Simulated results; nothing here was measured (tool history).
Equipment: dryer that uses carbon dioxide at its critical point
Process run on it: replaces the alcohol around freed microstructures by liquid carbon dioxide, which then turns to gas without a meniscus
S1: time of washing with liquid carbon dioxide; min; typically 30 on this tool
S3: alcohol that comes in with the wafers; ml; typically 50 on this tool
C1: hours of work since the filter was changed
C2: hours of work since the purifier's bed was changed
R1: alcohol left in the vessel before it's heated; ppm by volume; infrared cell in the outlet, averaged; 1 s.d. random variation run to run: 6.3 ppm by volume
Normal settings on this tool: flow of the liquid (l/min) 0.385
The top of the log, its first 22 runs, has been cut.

{"run": 23, "hour": 683.2, "S1": 44, "flow of the liquid (l/min)": 0.385, "S3": 72, "C1": 215, "C2": 539, "R1": 198}
{"hour": 690.4, "done": "inlet filter changed"}
{"run": 24, "hour": 713.3, "S1": 25, "flow of the liquid (l/min)": 0.385, "S3": 105, "C1": 14, "C2": 557, "R1": 1274}
{"run": 25, "hour": 748.3, "S1": 30, "flow of the liquid (l/min)": 0.329, "S3": 29, "C1": 37, "C2": 579, "R1": 405}
{"run": 26, "hour": 775.6, "S1": 30, "flow of the liquid (l/min)": 0.329, "S3": 29, "C1": 54, "C2": 596, "R1": 428}
{"run": 27, "hour": 819.1, "S1": 30, "flow of the liquid (l/min)": 0.329, "S3": 29, "C1": 81, "C2": 624, "R1": 452}
{"run": 28, "hour": 849.3, "S1": 30, "flow of the liquid (l/min)": 0.329, "S3": 29, "C1": 100, "C2": 643, "R1": 461}
{"run": 29, "hour": 888.2, "S1": 27, "flow of the liquid (l/min)": 0.319, "S3": 61, "C1": 125, "C2": 668, "R1": 1321}
{"run": 30, "hour": 929.8, "S1": 21, "flow of the liquid (l/min)": 0.365, "S3": 61, "C1": 151, "C2": 694, "R1": 1964}
{"run": 31, "hour": 962.7, "S1": 21, "flow of the liquid (l/min)": 0.365, "S3": 61, "C1": 172, "C2": 715, "R1": 1954}

Predict the results of run 32:
{"run": 32, "hour": 985.2, "S1": 19, "flow of the liquid (l/min)": 0.385, "S3": 117, "C1": 186, "C2": 729, "R1": "?"}

{"run 32": {"R1": 4268}}
Take away the tool's hidden state, keep the run-to-run variation as it was, and the same run would have given R1 3127 ppm by volume.
